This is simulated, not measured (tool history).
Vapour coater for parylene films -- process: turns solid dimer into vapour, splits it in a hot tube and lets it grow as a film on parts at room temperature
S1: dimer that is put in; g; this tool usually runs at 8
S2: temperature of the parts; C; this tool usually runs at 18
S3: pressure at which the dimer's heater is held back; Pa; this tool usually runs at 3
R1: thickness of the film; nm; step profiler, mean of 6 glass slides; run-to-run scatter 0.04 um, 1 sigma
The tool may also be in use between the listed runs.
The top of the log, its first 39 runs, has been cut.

run 40 hour=521.5 | S1=7 S2=18 S3=3.05 | R1=3560
-- hour=544 trap's valve overhauled
run 41 hour=544 | S1=4 S2=26 S3=5.97 | R1=1800
run 42 hour=561.7 | S1=4 S2=26 S3=5.97 | R1=1790
run 43 hour=575.3 | S1=4 S2=26 S3=5.97 | R1=1800
run 44 hour=590.5 | S1=4 S2=26 S3=5.97 | R1=1750
run 45 hour=604.9 | S1=4 S2=26 S3=2.24 | R1=2050
run 46 hour=618.9 | S1=4 S2=21 S3=6.65 | R1=1900
run 47 hour=626.9 | S1=4 S2=12 S3=6.65 | R1=2190

Below are 3 alternative next runs, each starting from the tool's condition after run 47. Predict each:
run A hour=641.8 | S1=4 S2=12 S3=4.76 | R1=?
run B hour=641.8 | S1=10 S2=18 S3=2 | R1=?
run C hour=641.8 | S1=8 S2=14 S3=3 | R1=?

run=A R1=2310
run=B R1=6000
run=C R1=4830
The same runs, with their run-to-run variation unchanged, on a tool lacking any hidden condition would have given:
run=A R1=2370
run=B R1=6150
run=C R1=4950

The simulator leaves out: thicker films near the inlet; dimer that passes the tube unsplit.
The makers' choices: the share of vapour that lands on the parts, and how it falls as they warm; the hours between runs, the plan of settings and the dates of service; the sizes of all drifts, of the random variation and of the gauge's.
